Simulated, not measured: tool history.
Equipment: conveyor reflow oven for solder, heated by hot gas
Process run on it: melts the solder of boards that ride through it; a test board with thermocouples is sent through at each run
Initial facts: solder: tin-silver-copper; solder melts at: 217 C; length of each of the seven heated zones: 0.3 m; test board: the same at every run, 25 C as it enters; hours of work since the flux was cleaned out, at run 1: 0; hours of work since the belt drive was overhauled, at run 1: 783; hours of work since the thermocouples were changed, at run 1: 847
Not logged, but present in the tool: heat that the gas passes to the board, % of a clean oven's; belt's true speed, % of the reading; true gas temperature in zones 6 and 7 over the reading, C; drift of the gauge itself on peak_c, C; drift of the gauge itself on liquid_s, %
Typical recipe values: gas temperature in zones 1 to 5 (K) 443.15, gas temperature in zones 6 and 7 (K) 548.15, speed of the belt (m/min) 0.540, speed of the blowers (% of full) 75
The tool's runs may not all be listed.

run,hour,gas temperature in zones 1 to 5 (K),gas temperature in zones 6 and 7 (K),speed of the belt (m/min),speed of the blowers (% of full),hours of work since the flux was cleaned out,hours of work since the belt drive was overhauled,hours of work since the thermocouples were changed,highest temperature of the board (K),time above the solder's melting point (s)
1,0.0,443.15,548.15,0.540,75,0,783,847,539.55,57.7
2,60.3,443.15,548.15,0.556,75,40,823,887,538.85,55.6
# hour 89.0: thermocouples of zones 6 and 7 changed
3,103.4,443.15,548.15,0.540,58,67,850,9,533.05,54.5
4,153.9,443.15,548.15,0.540,58,100,883,43,533.35,54.5
5,207.8,443.15,548.15,0.540,58,136,919,78,533.15,54.5
6,243.2,443.15,548.15,0.540,75,159,942,102,537.05,56.7
7,295.8,443.15,548.15,0.540,75,194,977,136,536.85,56.5
# hour 314.3: belt drive overhauled, speed set with a stopwatch
8,341.5,443.15,548.15,0.540,75,221,18,164,536.35,55.5
# hour 381.5: flux residue cleaned out of gas plates and filters
9,412.9,443.15,548.15,0.540,75,21,62,208,537.15,56.0
10,473.7,443.15,548.15,0.540,75,61,102,248,536.95,56.1
11,536.1,443.15,548.15,0.540,75,102,143,289,536.95,55.7
12,598.1,443.15,548.15,0.540,75,143,184,330,537.15,55.8
13,662.3,450.15,548.15,0.487,75,185,226,372,539.85,66.0
14,713.3,450.15,560.15,0.487,75,219,260,406,551.45,70.1
# hour 751.9: flux residue cleaned out of gas plates and filters
15,755.9,450.15,560.15,0.487,75,3,284,430,552.65,70.3
16,810.2,436.15,549.15,0.467,90,38,320,466,543.65,67.6
17,856.9,432.15,549.15,0.549,90,69,351,497,539.45,54.2
18,896.2,443.15,552.15,0.580,82,95,377,523,541.05,53.6
19,930.6,453.15,563.15,0.492,69,118,400,546,553.75,71.1

Below are 4 alternative next runs, each starting from the tool's condition after run 19. Predict each:
A,974.6,453.15,549.15,0.492,69,147,429,574,?,?
B,974.6,441.15,544.15,0.492,58,147,429,574,?,?
C,974.6,443.15,548.15,0.540,84,147,429,574,?,?
D,974.6,432.15,549.15,0.540,75,147,429,574,?,?

run,highest temperature of the board (K),time above the solder's melting point (s)
A,541.05,66.7
B,532.75,58.8
C,539.25,56.9
D,537.15,53.4
With the hidden condition removed and each run's random variation left untouched, the same runs would have given:
run,highest temperature of the board (K),time above the solder's melting point (s)
A,540.75,66.1
B,532.45,58.3
C,539.15,56.5
D,537.15,53.1

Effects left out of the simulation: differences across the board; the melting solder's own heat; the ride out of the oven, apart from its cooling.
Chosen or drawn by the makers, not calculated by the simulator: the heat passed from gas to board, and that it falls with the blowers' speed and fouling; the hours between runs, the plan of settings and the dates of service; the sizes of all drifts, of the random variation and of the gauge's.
